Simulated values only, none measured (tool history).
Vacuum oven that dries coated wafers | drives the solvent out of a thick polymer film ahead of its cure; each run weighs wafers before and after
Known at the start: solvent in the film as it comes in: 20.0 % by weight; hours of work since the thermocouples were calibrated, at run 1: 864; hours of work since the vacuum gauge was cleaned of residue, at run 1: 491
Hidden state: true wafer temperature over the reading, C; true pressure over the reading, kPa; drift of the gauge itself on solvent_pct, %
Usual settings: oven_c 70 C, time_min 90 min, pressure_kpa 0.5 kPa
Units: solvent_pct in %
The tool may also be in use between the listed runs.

run	day	oven_c	time_min	pressure_kpa	hours of work since the thermocouples were calibrated	hours of work since the vacuum gauge was cleaned of residue	solvent_pct
1	0	70	90	0.5	864	491	0.75
2	0.708	70	90	0.5	877	504	0.74
3	1.162	70	90	0.5	885	512	0.78
4	1.608	70	90	0.5	893	520	0.78
5	2.2	70	90	0.5	904	531	0.8
6	2.904	70	90	0.5	917	544	0.72
7	3.388	60	90	0.5	925	553	3.32
8	3.762	83	90	0.5	932	559	0.2
9	4.488	83	90	0.5	945	572	0.19
# day 5.108: oven's thermocouples calibrated
10	5.254	70	90	0.468	3	585	0.95
11	5.592	70	90	0.5	9	591	0.91
12	6.121	70	90	0.5	18	600	0.89
13	6.517	70	100	0.5	25	607	0.79
14	7.025	70	100	0.5	35	617	0.75
15	7.379	65	90	0.5	41	623	2.04
16	7.933	65	90	0.5	51	633	2.05
17	8.392	65	90	0.5	59	641	2.03
18	9.029	77	90	0.5	71	653	0.27
19	9.488	77	90	0.5	79	661	0.29
20	9.875	70	138	0.5	86	668	0.44
21	10.404	70	138	0.5	96	678	0.44
22	10.754	70	138	0.5	102	684	0.38
23	11.358	70	138	0.5	113	695	0.42
24	11.775	70	138	0.5	120	702	0.46
25	12.512	73	131	1.581	134	716	0.76
26	13.092	64	100	0.962	144	726	2.18
27	13.8	67	52	0.288	157	739	3.77
28	14.458	66	151	0.609	169	751	0.65
29	14.975	66	151	0.609	178	760	0.69
30	15.508	78	117	0.888	188	770	0.39
31	16.129	81	71	0.442	199	781	0.2
32	16.817	70	98	0.376	211	793	0.72
33	17.133	70	98	0.376	217	799	0.75
34	17.542	63	138	1.876	224	806	2.04
35	17.958	60	50	0.538	232	814	7.08
36	18.65	78	47	0.298	244	826	0.92
37	19.025	78	47	0.298	251	833	0.95
38	19.404	78	47	0.298	258	840	0.95
39	19.921	59	71	0.255	267	849	5.38
40	20.3	77	90	0.547	274	856	0.32
41	20.875	74	73	0.5	285	867	0.72
42	21.429	69	90	0.378	295	877	1
43	21.783	70	90	0.766	301	883	1.01
44	22.271	81	90	0.743	310	892	0.27
45	22.717	72	90	0.743	318	900	0.71
46	23.383	69	149	0.426	330	912	0.41
47	23.762	70	47	0.29	337	919	2.96

Forecast each of these 4 alternatives for the next run:
A	24.383	61	90	1.502	348	930	?
B	24.383	64	47	0.697	348	930	?
C	24.383	70	47	0.642	348	930	?
D	24.383	70	90	0.987	348	930	?

run	solvent_pct
A	3.84
B	5.57
C	3.11
D	1.09
Without the tool's hidden state the same runs would have given:
run	solvent_pct
A	4.12
B	5.93
C	3.4
D	1.15

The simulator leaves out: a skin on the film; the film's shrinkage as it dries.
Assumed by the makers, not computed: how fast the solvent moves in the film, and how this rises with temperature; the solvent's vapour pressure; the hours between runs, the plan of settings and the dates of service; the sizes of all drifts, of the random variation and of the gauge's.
